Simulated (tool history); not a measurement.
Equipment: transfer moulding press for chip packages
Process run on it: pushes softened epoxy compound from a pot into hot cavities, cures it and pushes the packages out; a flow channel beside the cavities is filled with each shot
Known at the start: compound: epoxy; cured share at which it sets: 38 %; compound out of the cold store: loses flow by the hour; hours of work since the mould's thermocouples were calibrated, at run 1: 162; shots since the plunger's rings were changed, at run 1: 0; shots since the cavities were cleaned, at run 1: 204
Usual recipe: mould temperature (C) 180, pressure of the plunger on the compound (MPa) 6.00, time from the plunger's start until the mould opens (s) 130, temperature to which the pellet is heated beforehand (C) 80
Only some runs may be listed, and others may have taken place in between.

run	hour	mould temperature (C)	pressure of the plunger on the compound (MPa)	time from the plunger's start until the mould opens (s)	temperature to which the pellet is heated beforehand (C)	hours of work since the mould's thermocouples were calibrated	shots since the plunger's rings were changed	shots since the cavities were cleaned	incoming compound's hours out of the cold store	length that the compound runs in the flow channel (mm)	greatest force on the pins that push the packages out (N)
1	0.0	180	6.00	130	80	162	0	204	34.9	677	582
2	9.5	180	6.38	130	80	169	102	306	23.1	727	605
3	20.1	180	6.24	130	80	177	216	420	39.6	675	634
# hour 28.2: cavities cleaned with cleaning compound and waxed
4	29.8	180	6.00	130	80	183	303	16	39.6	666	434
5	40.8	180	6.00	130	80	192	422	135	31.1	687	500
6	48.3	180	5.47	130	80	197	502	215	21.4	680	549
7	55.5	180	6.00	155	80	203	580	293	25.7	699	512
8	67.1	180	6.00	130	80	211	704	417	44.7	643	635
# hour 75.5: cavities cleaned with cleaning compound and waxed
9	76.8	180	6.00	130	80	217	792	14	27.1	691	448
10	87.0	180	6.00	130	80	225	902	124	45.2	649	503
11	97.7	180	6.00	146	80	233	1016	238	39.6	658	515
12	105.8	180	6.00	146	80	239	1103	325	43.5	644	513
13	111.8	180	6.00	146	80	244	1168	390	17.6	715	593
14	118.0	187	5.25	149	81	248	1234	456	16.9	645	567
# hour 123.4: cavities cleaned with cleaning compound and waxed
15	125.6	187	6.22	141	81	253	1300	25	30.1	689	376
16	132.5	187	6.22	141	81	258	1373	98	26.5	677	418
17	143.7	175	6.22	138	81	266	1493	218	16.4	737	647
18	154.7	175	6.22	138	81	275	1612	337	43.1	657	682
19	164.4	180	6.00	130	73	282	1715	440	8.2	737	664
# hour 170.8: cavities cleaned with cleaning compound and waxed
20	174.5	173	5.52	153	80	288	1808	40	25.7	676	524

Results for each run, recomputed without the tool's hidden state and with each run's random variation untouched:
The tool's hidden condition here consists of: true mould temperature over the reading, C; pressure that reaches the compound, % of what is set; grip of the stained cavities, % over clean ones'; drift of the gauge itself on flow_mm, %; drift of the gauge itself on push_out_n, %.
run	length that the compound runs in the flow channel (mm)	greatest force on the pins that push the packages out (N)
1	680	439
2	732	415
3	680	406
4	673	420
5	695	420
6	688	422
7	708	367
8	654	416
9	703	426
10	661	415
11	672	381
12	659	354
13	732	391
14	661	358
15	708	362
16	695	366
17	759	505
18	678	479
19	762	436
20	700	485
